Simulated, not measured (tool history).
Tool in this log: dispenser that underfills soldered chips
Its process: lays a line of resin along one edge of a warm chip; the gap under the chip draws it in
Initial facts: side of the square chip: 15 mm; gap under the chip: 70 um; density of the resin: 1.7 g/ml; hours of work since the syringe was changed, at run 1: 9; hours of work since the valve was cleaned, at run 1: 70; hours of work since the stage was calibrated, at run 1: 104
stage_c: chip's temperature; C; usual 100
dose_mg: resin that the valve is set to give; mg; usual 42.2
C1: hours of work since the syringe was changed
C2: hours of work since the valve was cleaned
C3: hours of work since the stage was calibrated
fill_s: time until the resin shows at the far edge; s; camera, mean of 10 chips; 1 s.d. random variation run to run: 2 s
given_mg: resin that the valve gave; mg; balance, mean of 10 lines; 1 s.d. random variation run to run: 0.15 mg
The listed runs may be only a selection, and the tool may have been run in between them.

Run 1, day 0.000: usual settings; C1 9; C2 70; C3 104. Result: fill_s 441.7 s, given_mg 41.71 mg.
Run 2, day 0.112: usual settings but stage_c 105 C; C1 11; C2 72; C3 105. Result: fill_s 431.2 s, given_mg 41.32 mg.
At day 0.208: new syringe of resin.
Run 3, day 0.271: usual settings but stage_c 105 C; C1 1; C2 74; C3 108. Result: fill_s 177.7 s, given_mg 41.32 mg.
Run 4, day 0.412: usual settings but stage_c 105 C; C1 3; C2 76; C3 110. Result: fill_s 211.8 s, given_mg 41.41 mg.
Run 5, day 0.612: usual settings but stage_c 105 C; C1 6; C2 79; C3 112. Result: fill_s 272.6 s, given_mg 41.27 mg.
Run 6, day 0.838: usual settings but stage_c 105 C; C1 9; C2 82; C3 116. Result: fill_s 366.8 s, given_mg 41.35 mg.
Run 7, day 1.004: usual settings but stage_c 88 C; C1 11; C2 85; C3 118. Result: fill_s 849.2 s, given_mg 40.95 mg.
At day 1.050: new syringe of resin.
Run 8, day 1.204: usual settings but stage_c 94 C, dose_mg 49.1 mg; C1 2; C2 87; C3 121. Result: fill_s 295.8 s, given_mg 47.96 mg.
Run 9, day 1.350: usual settings but stage_c 94 C, dose_mg 49.1 mg; C1 4; C2 90; C3 123. Result: fill_s 346.5 s, given_mg 47.72 mg.
Run 10, day 1.467: usual settings but stage_c 94 C, dose_mg 49.1 mg; C1 6; C2 91; C3 125. Result: fill_s 402.7 s, given_mg 47.77 mg.
Run 11, day 1.579: usual settings but stage_c 94 C, dose_mg 49.1 mg; C1 8; C2 93; C3 126. Result: fill_s 473.6 s, given_mg 47.75 mg.
Run 12, day 1.754: usual settings but stage_c 111 C, dose_mg 49.5 mg; C1 10; C2 95; C3 129. Result: fill_s 321.3 s, given_mg 48.01 mg.

Describe how what the log doesn't record of the tool's condition differs between the last listed run preceding each entry between runs and the first listed run following it.
Runs 2 to 3: new syringe of resin (day 0.208)
  resin's viscosity, % of fresh resin's: 260.5 -> 107.8; dose that the valve gives, % of what is set: 98.07 -> 98.01; true chip temperature over the reading, C: 0.35 -> 0.36
  measured value less the no-hidden-state value, fill_s: +264.0 -> +11.2 s; given_mg: -0.81 -> -0.84 mg
Runs 7 to 8: new syringe of resin (day 1.050)
  resin's viscosity, % of fresh resin's: 275.4 -> 120.4; dose that the valve gives, % of what is set: 97.67 -> 97.59; true chip temperature over the reading, C: 0.43 -> 0.45
  measured value less the no-hidden-state value, fill_s: +536.9 -> +46.4 s; given_mg: -0.97 -> -1.19 mg
